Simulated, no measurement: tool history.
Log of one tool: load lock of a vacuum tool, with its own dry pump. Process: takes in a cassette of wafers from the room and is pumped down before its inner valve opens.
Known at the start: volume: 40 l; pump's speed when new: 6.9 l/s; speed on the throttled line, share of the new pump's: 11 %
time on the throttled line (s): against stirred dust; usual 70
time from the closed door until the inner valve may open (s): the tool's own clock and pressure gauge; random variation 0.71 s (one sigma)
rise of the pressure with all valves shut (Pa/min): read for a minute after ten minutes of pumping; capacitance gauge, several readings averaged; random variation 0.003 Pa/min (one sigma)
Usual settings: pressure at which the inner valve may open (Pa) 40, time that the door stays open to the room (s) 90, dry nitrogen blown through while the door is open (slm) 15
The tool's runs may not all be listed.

run      day  time on the throttled line (s)  pressure at which the inner valve may open (Pa)  time that the door stays open to the room (s)  dry nitrogen blown through while the door is open (slm)  incoming humidity of the room's air, %  time from the closed door until the inner valve may open (s)  rise of the pressure with all valves shut (Pa/min)
  1        0                              70                                               40                                             90                                                       15                                      43                                                         108.4                                               0.023
  2    9.029                              70                                               40                                             90                                                       15                                    44.9                                                           108                                               0.021
  3   16.825                              70                                               40                                             90                                                       15                                    42.8                                                         108.7                                               0.017
  4   24.629                              70                                               40                                             90                                                       15                                    44.5                                                         107.4                                               0.019
  5   30.983                              70                                               40                                             90                                                       15                                    45.6                                                         108.9                                               0.016
  6   37.575                              70                                               40                                             90                                                       15                                    41.8                                                         107.2                                               0.022
  7   50.075                              70                                               40                                             90                                                       15                                    48.8                                                         108.5                                               0.024
  8   62.908                              70                                               40                                             90                                                       15                                    46.1                                                         108.2                                               0.026
  9   76.175                              70                                               40                                             90                                                        9                                    42.7                                                         107.2                                               0.024
 10   89.225                              70                                               40                                             90                                                       15                                    41.6                                                         108.2                                               0.019
 11   97.304                              70                                               40                                             90                                                       15                                    51.6                                                         107.8                                               0.027
 12  105.742                              70                                               40                                             90                                                       15                                    45.6                                                         108.1                                               0.026
 13  114.167                              70                                               40                                             90                                                       15                                    45.3                                                         106.2                                               0.023
 14  127.833                              70                                               40                                             90                                                       15                                    47.9                                                         108.3                                               0.026
 15  136.121                              70                                               40                                             90                                                       15                                      45                                                         108.3                                               0.021
 16  149.708                              70                                               40                                             90                                                       15                                    44.8                                                         107.3                                               0.023
 17  156.858                              70                                               40                                             31                                                       15                                      44                                                         108.5                                               0.016
 18  165.004                              70                                               40                                             31                                                       15                                      43                                                         108.5                                               0.016
 19  178.288                              70                                               40                                             31                                                       15                                    47.4                                                         107.7                                               0.015
 20  186.892                              70                                               40                                             31                                                       15                                    46.8                                                         107.7                                               0.015
 21  196.804                              37                                               40                                             31                                                       15                                    42.6                                                          78.2                                               0.011
 22  204.471                             106                                               40                                             83                                                        8                                    45.2                                                         139.3                                               0.025
 23  215.179                             106                                               66                                             83                                                       45                                    46.5                                                         137.3                                                0.01
 24  225.883                             106                                               66                                             83                                                       45                                    49.8                                                           138                                               0.013
 25  237.662                              94                                               33                                             40                                                        7                                    45.9                                                         129.8                                                0.02
 26  247.546                              94                                               33                                            189                                                        7                                    44.3                                                         131.4                                               0.048
 27  261.158                              41                                               46                                             92                                                        6                                      48                                                          80.8                                               0.034
 28  268.596                              65                                               40                                            140                                                       18                                    44.6                                                         103.7                                               0.029
 29  275.767                              37                                               59                                            203                                                       30                                    45.4                                                          77.2                                               0.023
 30  288.558                              37                                               59                                            203                                                       30                                    47.5                                                          77.3                                               0.026
 31  301.433                              37                                               59                                            203                                                       30                                    46.8                                                          76.7                                                0.02
 32  308.779                             126                                               47                                             82                                                       43                                    45.6                                                         156.4                                                0.01
 33  317.421                              42                                               65                                            140                                                       10                                    45.2                                                          80.2                                               0.037
 34  330.029                              41                                               40                                             46                                                        8                                    45.7                                                          82.9                                               0.024
 35  341.896                              70                                               48                                            109                                                       16                                      47                                                         106.9                                               0.024
 36  350.392                             113                                               48                                            109                                                       16                                    44.7                                                         144.4                                               0.028

4 ways to go on from here, each from the tool as it stands after run 36. What would each give?
  A  357.817                              44                                               48                                            109                                                       16                                    44.6                                                             ?                                                   ?
  B  357.817                              70                                               30                                             90                                                        7                                    43.3                                                             ?                                                   ?
  C  357.817                              70                                               40                                             90                                                       15                                    42.6                                                             ?                                                   ?
  D  357.817                              43                                               48                                            109                                                       11                                    43.7                                                             ?                                                   ?

run  time from the closed door until the inner valve may open (s)  rise of the pressure with all valves shut (Pa/min)
  A                                                          83.4                                               0.025
  B                                                         110.6                                               0.032
  C                                                         108.7                                               0.026
  D                                                          83.6                                                0.03
Without the tool's hidden state the same runs would have given:
run  time from the closed door until the inner valve may open (s)  rise of the pressure with all valves shut (Pa/min)
  A                                                          83.4                                               0.024
  B                                                         110.6                                                0.03
  C                                                         108.7                                               0.025
  D                                                          83.6                                               0.029
